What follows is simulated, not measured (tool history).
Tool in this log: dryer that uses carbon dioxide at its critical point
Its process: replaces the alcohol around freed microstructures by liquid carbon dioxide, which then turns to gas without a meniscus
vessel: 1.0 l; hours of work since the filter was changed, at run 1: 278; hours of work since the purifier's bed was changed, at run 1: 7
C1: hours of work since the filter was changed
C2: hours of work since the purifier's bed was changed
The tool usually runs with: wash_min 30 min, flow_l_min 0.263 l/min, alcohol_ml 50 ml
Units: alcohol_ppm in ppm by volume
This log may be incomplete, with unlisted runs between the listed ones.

Run 1, hour 0.0: usual settings; C1 278; C2 7. Result: alcohol_ppm 189 ppm by volume.
At hour 22.6: inlet filter changed.
Run 2, hour 40.1: usual settings but alcohol_ml 114 ml; C1 6; C2 21. Result: alcohol_ppm 140 ppm by volume.
Run 3, hour 82.7: usual settings but alcohol_ml 114 ml; C1 22; C2 37. Result: alcohol_ppm 157 ppm by volume.
Run 4, hour 123.5: usual settings but alcohol_ml 114 ml; C1 36; C2 52. Result: alcohol_ppm 154 ppm by volume.
Run 5, hour 177.9: usual settings but alcohol_ml 114 ml; C1 56; C2 71. Result: alcohol_ppm 171 ppm by volume.
Run 6, hour 233.4: usual settings but alcohol_ml 114 ml; C1 76; C2 91. Result: alcohol_ppm 191 ppm by volume.
Run 7, hour 267.1: usual settings but alcohol_ml 114 ml; C1 88; C2 104. Result: alcohol_ppm 206 ppm by volume.
Run 8, hour 309.1: usual settings; C1 104; C2 119. Result: alcohol_ppm 93 ppm by volume.
Run 9, hour 346.5: usual settings; C1 117; C2 132. Result: alcohol_ppm 109 ppm by volume.
Run 10, hour 383.0: usual settings; C1 130; C2 145. Result: alcohol_ppm 114 ppm by volume.
Run 11, hour 417.1: usual settings; C1 143; C2 158. Result: alcohol_ppm 126 ppm by volume.
Run 12, hour 457.9: usual settings; C1 158; C2 173. Result: alcohol_ppm 122 ppm by volume.
Run 13, hour 496.0: usual settings; C1 171; C2 186. Result: alcohol_ppm 136 ppm by volume.
Run 14, hour 541.9: usual settings but wash_min 21 min, flow_l_min 0.243 l/min, alcohol_ml 67 ml; C1 188; C2 203. Result: alcohol_ppm 1425 ppm by volume.
Run 15, hour 592.8: usual settings but wash_min 21 min, flow_l_min 0.243 l/min, alcohol_ml 90 ml; C1 206; C2 221. Result: alcohol_ppm 1964 ppm by volume.

Forecast run 16:
Run 16, hour 638.8: usual settings but wash_min 24 min, alcohol_ml 62 ml; C1 223; C2 238. Result: alcohol_ppm ?.

alcohol_ppm: 587 ppm by volume
Without the tool's hidden state the same run would have given alcohol_ppm 275 ppm by volume.
